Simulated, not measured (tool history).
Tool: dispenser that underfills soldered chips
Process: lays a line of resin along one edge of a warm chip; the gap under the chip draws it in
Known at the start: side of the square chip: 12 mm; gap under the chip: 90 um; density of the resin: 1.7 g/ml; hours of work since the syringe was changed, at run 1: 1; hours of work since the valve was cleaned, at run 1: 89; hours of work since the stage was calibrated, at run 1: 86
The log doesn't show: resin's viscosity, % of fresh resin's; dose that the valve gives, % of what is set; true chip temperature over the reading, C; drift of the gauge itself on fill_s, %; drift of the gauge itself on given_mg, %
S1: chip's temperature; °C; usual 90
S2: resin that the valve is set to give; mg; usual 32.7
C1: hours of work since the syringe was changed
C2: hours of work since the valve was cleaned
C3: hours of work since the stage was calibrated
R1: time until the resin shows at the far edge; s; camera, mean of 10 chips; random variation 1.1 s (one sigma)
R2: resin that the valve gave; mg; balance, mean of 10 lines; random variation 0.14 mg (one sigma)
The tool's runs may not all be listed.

{"run": 1, "hour": 0.0, "S1": 90, "S2": 32.7, "C1": 1, "C2": 89, "C3": 86, "R1": 103.1, "R2": 30.78}
{"run": 2, "hour": 3.1, "S1": 90, "S2": 32.7, "C1": 3, "C2": 92, "C3": 89, "R1": 112.5, "R2": 30.93}
{"run": 3, "hour": 6.7, "S1": 90, "S2": 32.7, "C1": 6, "C2": 94, "C3": 92, "R1": 123.7, "R2": 30.79}
{"run": 4, "hour": 10.9, "S1": 90, "S2": 32.4, "C1": 9, "C2": 98, "C3": 95, "R1": 135.8, "R2": 30.47}
{"hour": 14.1, "done": "new syringe of resin"}
{"run": 5, "hour": 15.8, "S1": 90, "S2": 32.4, "C1": 1, "C2": 101, "C3": 98, "R1": 107.4, "R2": 30.33}
{"run": 6, "hour": 20.3, "S1": 90, "S2": 39.0, "C1": 5, "C2": 105, "C3": 102, "R1": 111.7, "R2": 36.3}
{"run": 7, "hour": 26.6, "S1": 90, "S2": 32.7, "C1": 10, "C2": 109, "C3": 107, "R1": 135.7, "R2": 30.87}
{"hour": 28.4, "done": "dispensing valve cleaned and set on the balance"}
{"hour": 30.2, "done": "new syringe of resin"}
{"run": 8, "hour": 32.1, "S1": 90, "S2": 32.7, "C1": 1, "C2": 3, "C3": 110, "R1": 104.4, "R2": 32.55}
{"run": 9, "hour": 36.2, "S1": 90, "S2": 33.6, "C1": 5, "C2": 6, "C3": 113, "R1": 114.9, "R2": 33.65}
{"run": 10, "hour": 40.6, "S1": 90, "S2": 33.6, "C1": 8, "C2": 9, "C3": 116, "R1": 127.8, "R2": 33.63}
{"hour": 45.5, "done": "new syringe of resin"}
{"run": 11, "hour": 46.0, "S1": 90, "S2": 33.6, "C1": 0, "C2": 13, "C3": 120, "R1": 102.6, "R2": 33.46}
{"run": 12, "hour": 53.5, "S1": 90, "S2": 33.6, "C1": 6, "C2": 19, "C3": 126, "R1": 121.1, "R2": 33.46}
{"hour": 60.8, "done": "new syringe of resin"}
{"run": 13, "hour": 60.8, "S1": 90, "S2": 33.6, "C1": 0, "C2": 24, "C3": 132, "R1": 97.8, "R2": 33.14}
{"run": 14, "hour": 63.8, "S1": 97, "S2": 32.7, "C1": 2, "C2": 27, "C3": 134, "R1": 84.8, "R2": 32.32}
{"run": 15, "hour": 69.6, "S1": 97, "S2": 32.7, "C1": 7, "C2": 31, "C3": 138, "R1": 97.5, "R2": 32.18}
{"run": 16, "hour": 73.9, "S1": 97, "S2": 32.7, "C1": 10, "C2": 34, "C3": 142, "R1": 107.7, "R2": 31.89}
{"hour": 75.9, "done": "new syringe of resin"}
{"run": 17, "hour": 77.9, "S1": 90, "S2": 32.7, "C1": 2, "C2": 37, "C3": 145, "R1": 103.9, "R2": 32.11}
{"run": 18, "hour": 84.5, "S1": 90, "S2": 28.9, "C1": 7, "C2": 42, "C3": 150, "R1": 129.2, "R2": 28.16}
{"run": 19, "hour": 88.0, "S1": 90, "S2": 28.9, "C1": 9, "C2": 45, "C3": 152, "R1": 138.9, "R2": 28.25}
{"hour": 91.1, "done": "new syringe of resin"}
{"run": 20, "hour": 93.1, "S1": 90, "S2": 28.9, "C1": 2, "C2": 49, "C3": 156, "R1": 108.9, "R2": 28.21}
{"run": 21, "hour": 96.7, "S1": 94, "S2": 32.7, "C1": 4, "C2": 51, "C3": 159, "R1": 101.1, "R2": 31.55}
{"run": 22, "hour": 103.4, "S1": 75, "S2": 31.3, "C1": 9, "C2": 57, "C3": 164, "R1": 230.0, "R2": 30.24}
{"hour": 105.9, "done": "new syringe of resin"}
{"run": 23, "hour": 107.3, "S1": 86, "S2": 36.3, "C1": 1, "C2": 59, "C3": 167, "R1": 117.5, "R2": 35.07}
{"run": 24, "hour": 113.1, "S1": 80, "S2": 29.6, "C1": 6, "C2": 64, "C3": 171, "R1": 171.4, "R2": 28.49}
{"run": 25, "hour": 119.5, "S1": 99, "S2": 34.7, "C1": 10, "C2": 69, "C3": 176, "R1": 102.3, "R2": 33.22}
{"hour": 120.8, "done": "new syringe of resin"}
{"run": 26, "hour": 123.1, "S1": 90, "S2": 41.0, "C1": 2, "C2": 71, "C3": 179, "R1": 108.3, "R2": 39.55}
{"run": 27, "hour": 128.1, "S1": 100, "S2": 42.4, "C1": 6, "C2": 75, "C3": 183, "R1": 86.8, "R2": 40.31}
{"run": 28, "hour": 132.9, "S1": 79, "S2": 35.6, "C1": 9, "C2": 79, "C3": 186, "R1": 200.5, "R2": 34.06}
{"hour": 135.6, "done": "new syringe of resin"}
{"run": 29, "hour": 139.1, "S1": 86, "S2": 40.9, "C1": 3, "C2": 83, "C3": 191, "R1": 122.5, "R2": 38.83}
{"run": 30, "hour": 145.9, "S1": 81, "S2": 42.0, "C1": 8, "C2": 89, "C3": 196, "R1": 166.8, "R2": 39.73}
{"run": 31, "hour": 149.9, "S1": 90, "S2": 33.0, "C1": 11, "C2": 92, "C3": 199, "R1": 141.9, "R2": 31.44}
{"hour": 150.8, "done": "new syringe of resin"}
{"run": 32, "hour": 155.4, "S1": 75, "S2": 41.0, "C1": 4, "C2": 96, "C3": 203, "R1": 185.9, "R2": 38.54}
{"run": 33, "hour": 160.8, "S1": 85, "S2": 39.1, "C1": 8, "C2": 100, "C3": 207, "R1": 151.1, "R2": 36.94}
{"hour": 165.7, "done": "new syringe of resin"}
{"run": 34, "hour": 168.4, "S1": 85, "S2": 34.6, "C1": 2, "C2": 106, "C3": 213, "R1": 126.7, "R2": 32.48}
{"run": 35, "hour": 171.9, "S1": 80, "S2": 32.4, "C1": 5, "C2": 108, "C3": 216, "R1": 166.3, "R2": 30.28}
{"hour": 175.5, "done": "dispensing valve cleaned and set on the balance"}
{"run": 36, "hour": 176.2, "S1": 79, "S2": 32.4, "C1": 7, "C2": 1, "C3": 218, "R1": 185.5, "R2": 32.49}
{"run": 37, "hour": 180.7, "S1": 98, "S2": 32.4, "C1": 11, "C2": 4, "C3": 222, "R1": 110.1, "R2": 32.01}

Forecast each of these 3 alternatives for the next run:
{"hour": 181.6, "done": "new syringe of resin"}
{"run": "A", "hour": 184.6, "S1": 102, "S2": 35.7, "C1": 2, "C2": 7, "C3": 224, "R1": "?", "R2": "?"}
{"hour": 181.6, "done": "new syringe of resin"}
{"run": "B", "hour": 184.6, "S1": 98, "S2": 34.4, "C1": 2, "C2": 7, "C3": 224, "R1": "?", "R2": "?"}
{"hour": 181.6, "done": "new syringe of resin"}
{"run": "C", "hour": 184.6, "S1": 93, "S2": 32.7, "C1": 2, "C2": 7, "C3": 224, "R1": "?", "R2": "?"}

run=A R1=71.0 R2=35.64
run=B R1=81.4 R2=34.49
run=C R1=94.8 R2=32.45
Without the tool's hidden state the same runs would have given:
run=A R1=68.6 R2=35.87
run=B R1=78.6 R2=34.72
run=C R1=91.7 R2=32.66
